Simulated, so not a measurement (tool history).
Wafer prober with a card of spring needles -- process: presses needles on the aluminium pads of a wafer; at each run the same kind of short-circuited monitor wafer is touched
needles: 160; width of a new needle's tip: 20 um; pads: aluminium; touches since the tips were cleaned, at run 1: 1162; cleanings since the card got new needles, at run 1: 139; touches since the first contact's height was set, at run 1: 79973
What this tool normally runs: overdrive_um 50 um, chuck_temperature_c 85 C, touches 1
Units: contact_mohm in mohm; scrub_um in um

run   hour  overdrive_um  chuck_temperature_c  touches  touches since the tips were cleaned  cleanings since the card got new needles  touches since the first contact's height was set  contact_mohm  scrub_um
  1      0            50                   85        1                                 1162                                       139                                             79973           216     11.37
      21.3  -- tips cleaned on abrasive film
        47  -- tips cleaned on abrasive film
      69.5  -- tips cleaned on abrasive film
  2   75.2            50                   85        1                                 1618                                       142                                            101049           238     11.34
      92.2  -- tips cleaned on abrasive film
     116.3  -- tips cleaned on abrasive film
     143.5  -- tips cleaned on abrasive film
  3  148.5            50                   85        1                                 1410                                       145                                            121573           225     11.28
       170  -- tips cleaned on abrasive film
     170.3  -- height of the first contact set anew
     194.4  -- tips cleaned on abrasive film
  4  206.9            50                   85        1                                 3513                                       147                                             10282           275     11.65
     218.1  -- tips cleaned on abrasive film
     245.8  -- tips cleaned on abrasive film
  5  245.9            50                   58        1                                   37                                       149                                             21184           146     11.62
     269.2  -- tips cleaned on abrasive film
       296  -- tips cleaned on abrasive film
     321.7  -- tips cleaned on abrasive film
  6  324.4            50                   85        1                                  772                                       152                                             43176           192     11.53
     346.2  -- tips cleaned on abrasive film
     371.7  -- tips cleaned on abrasive film
     399.5  -- tips cleaned on abrasive film
  7    406            50                   85        1                                 1817                                       155                                             66030           228     11.45
     426.3  -- tips cleaned on abrasive film
     453.9  -- tips cleaned on abrasive film
     480.7  -- tips cleaned on abrasive film
  8  495.9            50                   85        1                                 4274                                       158                                             91244           292     11.42
     507.2  -- tips cleaned on abrasive film
     534.1  -- tips cleaned on abrasive film
     561.4  -- tips cleaned on abrasive film
  9  568.4            52                   85        1                                 1978                                       161                                            111550           238     11.89
     584.4  -- tips cleaned on abrasive film
     609.8  -- tips cleaned on abrasive film
     625.4  -- height of the first contact set anew
     635.2  -- tips cleaned on abrasive film
 10  635.2            50                  116        1                                   19                                       164                                              2735           164     11.55
     657.8  -- tips cleaned on abrasive film
     680.3  -- tips cleaned on abrasive film
     702.8  -- tips cleaned on abrasive film
 11  702.8            50                  116        1                                    0                                       167                                             21662           152     11.55
     729.5  -- tips cleaned on abrasive film
     755.7  -- tips cleaned on abrasive film
     780.4  -- tips cleaned on abrasive film
 12  780.4            50                  116        1                                    0                                       170                                             43376           165     11.48
     806.7  -- tips cleaned on abrasive film
     831.3  -- tips cleaned on abrasive film
 13  831.3            50                  121        1                                    0                                       172                                             57655           164     11.44
       859  -- tips cleaned on abrasive film
     884.3  -- tips cleaned on abrasive film
     909.1  -- tips cleaned on abrasive film
 14  919.1            50                   37        1                                 2805                                       175                                             82252           291     11.41
       933  -- tips cleaned on abrasive film
     958.6  -- tips cleaned on abrasive film
 15  970.8            43                   33        1                                 3425                                       177                                             96731           344      9.73

Run 16, settings as shown, results not yet in. Your forecast:
      986.3  -- tips cleaned on abrasive film
     1012.4  -- tips cleaned on abrasive film
 16  1014.2            43                   33        1                                  489                                       179                                            108871             ?         ?

{"run 16": {"contact_mohm": 196, "scrub_um": 9.73}}
Were there no unlogged condition in the tool, this run, its random variation unchanged, would have produced contact_mohm 123 mohm, scrub_um 10.01 um.
